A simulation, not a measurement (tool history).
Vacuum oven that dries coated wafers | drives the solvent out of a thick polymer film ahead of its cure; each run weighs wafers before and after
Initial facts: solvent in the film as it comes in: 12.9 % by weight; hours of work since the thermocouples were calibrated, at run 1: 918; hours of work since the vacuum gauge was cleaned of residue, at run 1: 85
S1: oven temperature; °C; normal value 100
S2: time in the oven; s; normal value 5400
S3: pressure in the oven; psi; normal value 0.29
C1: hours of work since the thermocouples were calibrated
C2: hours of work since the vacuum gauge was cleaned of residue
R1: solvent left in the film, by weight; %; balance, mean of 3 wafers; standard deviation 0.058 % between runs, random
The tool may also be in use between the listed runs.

run	hour	S1	S2	S3	C1	C2	R1
1	0	100	5400	0.29	918	85	2.87
2	24.6	100	5400	0.902	928	96	8.1
3	42.6	100	5400	0.902	936	103	8.03
4	66.6	88	5400	0.29	946	114	5.55
5	88.7	88	5400	0.29	956	123	5.55
6	112.7	89	5400	0.29	966	134	5.18
7	128.2	89	5400	1.079	973	140	13.1
8	140.3	100	5400	0.379	978	146	3.56
9	160.4	100	5400	0.379	987	154	3.62
10	183.9	100	9660	0.29	997	165	2.64
11	200.5	100	9660	0.29	1004	172	2.64
12	214.4	100	9660	0.29	1010	178	2.68
13	231.2	100	9660	0.29	1018	185	2.67
14	248.6	100	9660	0.29	1025	193	2.69
15	269.9	100	9660	0.29	1034	202	2.6
16	286	100	9660	0.29	1041	209	2.65
17	301.9	100	9660	0.29	1048	216	2.71
18	323.3	100	5400	0.419	1057	225	3.85
19	337.1	100	5400	0.419	1063	231	3.87
20	358.7	100	5400	0.419	1073	240	3.99
21	380.5	100	5400	0.419	1082	250	3.91
22	398	95	3360	0.177	1090	257	3.78
23	414.4	95	5340	0.316	1097	264	3.99
24	436.6	95	5340	0.316	1106	274	4.04
25	448.2	101	5400	0.183	1111	279	1.87
26	466.4	101	5400	0.183	1119	287	1.91
27	490.8	87	5400	0.29	1130	297	5.94
28	501	87	5400	0.29	1134	302	5.84
29	522.2	100	5400	1.073	1143	311	9.47
30	536.4	100	5400	1.073	1150	317	9.43
31	554.3	108	9240	0.29	1157	325	2.08
# hour 562.6: oven's thermocouples calibrated
32	576.6	90	3900	0.363	6	334	7.17
33	600.6	99	6780	0.347	16	344	3.61
34	614.1	99	6780	0.347	22	350	3.66
35	633.4	99	6780	0.347	31	358	3.78
36	647.4	100	5280	0.764	37	364	7.29
37	660.3	100	5280	0.764	42	370	7.45
38	681.6	100	5280	0.764	51	379	7.48
39	704.4	100	3660	0.29	61	389	3.7
40	728.7	100	3660	0.29	72	399	3.7

4 options for the next run, each taken on its own from the tool as it stands now. Forecast them:
A	752.7	99	3780	0.519	82	410	?
B	752.7	107	2820	0.859	82	410	?
C	752.7	105	7680	0.29	82	410	?
D	752.7	110	5400	0.231	82	410	?

run	R1
A	5.73
B	6.62
C	2.38
D	1.65
Stripped of hidden state, with their random variation kept, the same runs would have yielded:
run	R1
A	5.57
B	6.51
C	2.18
D	1.48
